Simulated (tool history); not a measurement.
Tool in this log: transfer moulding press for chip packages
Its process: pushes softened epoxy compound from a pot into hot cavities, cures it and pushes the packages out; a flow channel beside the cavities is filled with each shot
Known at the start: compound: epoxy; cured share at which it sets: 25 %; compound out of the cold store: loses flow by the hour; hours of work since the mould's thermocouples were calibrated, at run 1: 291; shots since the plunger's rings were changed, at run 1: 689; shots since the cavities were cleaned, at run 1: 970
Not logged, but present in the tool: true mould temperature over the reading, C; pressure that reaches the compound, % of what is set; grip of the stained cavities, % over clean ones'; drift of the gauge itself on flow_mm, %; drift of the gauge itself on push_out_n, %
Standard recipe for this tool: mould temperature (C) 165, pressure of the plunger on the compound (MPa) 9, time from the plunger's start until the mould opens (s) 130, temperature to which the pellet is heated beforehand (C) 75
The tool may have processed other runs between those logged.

| run | day | mould temperature (C) | pressure of the plunger on the compound (MPa) | time from the plunger's start until the mould opens (s) | temperature to which the pellet is heated beforehand (C) | hours of work since the mould's thermocouples were calibrated | shots since the plunger's rings were changed | shots since the cavities were cleaned | incoming compound's hours out of the cold store | length that the compound runs in the flow channel (mm) | greatest force on the pins that push the packages out (N) |
|---|---|---|---|---|---|---|---|---|---|---|---|
| 1 | 0 | 165 | 9 | 130 | 75 | 291 | 689 | 970 | 29.2 | 505 | 881 |
|  | 0.633 | cavities cleaned with cleaning compound and waxed |
| 2 | 1.179 | 165 | 9 | 130 | 67 | 312 | 994 | 149 | 12.5 | 571 | 942 |
| 3 | 2.246 | 165 | 9 | 130 | 67 | 332 | 1286 | 441 | 46.9 | 449 | 886 |
| 4 | 2.962 | 169 | 9 | 130 | 75 | 346 | 1482 | 637 | 37.2 | 462 | 858 |
| 5 | 4.175 | 169 | 9 | 130 | 75 | 368 | 1814 | 969 | 28.2 | 499 | 865 |
|  | 4.621 | cavities cleaned with cleaning compound and waxed, once more |
| 6 | 4.896 | 165 | 9 | 130 | 75 | 381 | 1994 | 76 | 38.1 | 465 | 559 |
| 7 | 5.417 | 165 | 9 | 130 | 75 | 391 | 2137 | 219 | 27.9 | 497 | 690 |
| 8 | 6.033 | 165 | 9 | 130 | 75 | 402 | 2305 | 387 | 26.1 | 509 | 750 |
| 9 | 7.021 | 165 | 9 | 130 | 75 | 421 | 2576 | 658 | 8.7 | 565 | 876 |
| 10 | 8.008 | 165 | 9 | 130 | 75 | 440 | 2845 | 927 | 18.3 | 533 | 846 |
| 11 | 8.633 | 165 | 8.07 | 130 | 75 | 451 | 3016 | 1098 | 16.5 | 507 | 887 |
|  | 8.867 | cavities cleaned with cleaning compound and waxed |
| 12 | 9.229 | 165 | 9 | 130 | 75 | 461 | 3162 | 99 | 30 | 485 | 594 |
| 13 | 10.012 | 165 | 9 | 129 | 75 | 476 | 3377 | 314 | 44.7 | 442 | 728 |
| 14 | 10.629 | 165 | 9 | 129 | 75 | 488 | 3546 | 483 | 37.1 | 451 | 757 |
| 15 | 11.521 | 165 | 9 | 130 | 73 | 505 | 3789 | 726 | 26 | 490 | 860 |
| 16 | 12.254 | 161 | 7.01 | 130 | 75 | 518 | 3991 | 928 | 13.9 | 475 | 1017 |
|  | 13.067 | cavities cleaned with cleaning compound and waxed |
| 17 | 13.308 | 161 | 7.01 | 130 | 79 | 537 | 4261 | 65 | 15.5 | 483 | 631 |
| 18 | 13.933 | 165 | 7.01 | 130 | 66 | 549 | 4433 | 237 | 46.7 | 367 | 674 |
| 19 | 15.125 | 168 | 9 | 130 | 78 | 571 | 4759 | 563 | 37.9 | 431 | 788 |
| 20 | 15.992 | 168 | 9 | 130 | 78 | 588 | 4995 | 799 | 45.4 | 411 | 809 |
| 21 | 17.05 | 165 | 10.08 | 130 | 79 | 608 | 5285 | 1089 | 39.5 | 460 | 875 |
|  | 17.296 | cavities cleaned with cleaning compound and waxed |
| 22 | 18.104 | 165 | 7.16 | 142 | 79 | 626 | 5556 | 220 | 25.6 | 432 | 682 |
| 23 | 18.871 | 167 | 9 | 168 | 75 | 641 | 5766 | 430 | 37.8 | 436 | 702 |
|  | 19.217 | mould's thermocouples calibrated |
| 24 | 19.662 | 167 | 9 | 168 | 75 | 8 | 5960 | 624 | 24.1 | 479 | 722 |
| 25 | 20.254 | 167 | 9.14 | 130 | 72 | 20 | 6122 | 786 | 21.5 | 499 | 872 |
| 26 | 21.233 | 167 | 9.14 | 130 | 72 | 38 | 6390 | 1054 | 26.2 | 466 | 869 |
|  | 21.604 | plunger's sealing rings changed |
|  | 21.667 | cavities cleaned with cleaning compound and waxed |
| 27 | 22.025 | 167 | 9.14 | 130 | 72 | 50 | 99 | 99 | 31 | 496 | 569 |
| 28 | 22.933 | 167 | 8.48 | 130 | 72 | 67 | 347 | 347 | 41.9 | 450 | 737 |
| 29 | 23.571 | 160 | 8.58 | 130 | 71 | 79 | 522 | 522 | 30.6 | 498 | 997 |

Some steps in length that the compound runs in the flow channel (mm) between neighbouring runs. How much of each would the tool show without its hidden state too (settings, what came in, random variation), and how much is left for the hidden state, with any gauge scatter that isn't in both results?
Run 2 -> 3: no setting touched and nothing written in the log between the runs. length that the compound runs in the flow channel (mm) -122: hidden state +1, all else -123.
Run 17 -> 18: mould temperature (C) 161 -> 165, temperature to which the pellet is heated beforehand (C) 79 -> 66. length that the compound runs in the flow channel (mm) -116: hidden state +6, all else -122.
Run 18 -> 19: mould temperature (C) 165 -> 168, pressure of the plunger on the compound (MPa) 7.01 -> 9, temperature to which the pellet is heated beforehand (C) 66 -> 78. length that the compound runs in the flow channel (mm) +64: hidden state -7, all else +71.
Run 26 -> 27: plunger's sealing rings changed, cavities cleaned with cleaning compound and waxed. length that the compound runs in the flow channel (mm) +30: hidden state +46, all else -16.
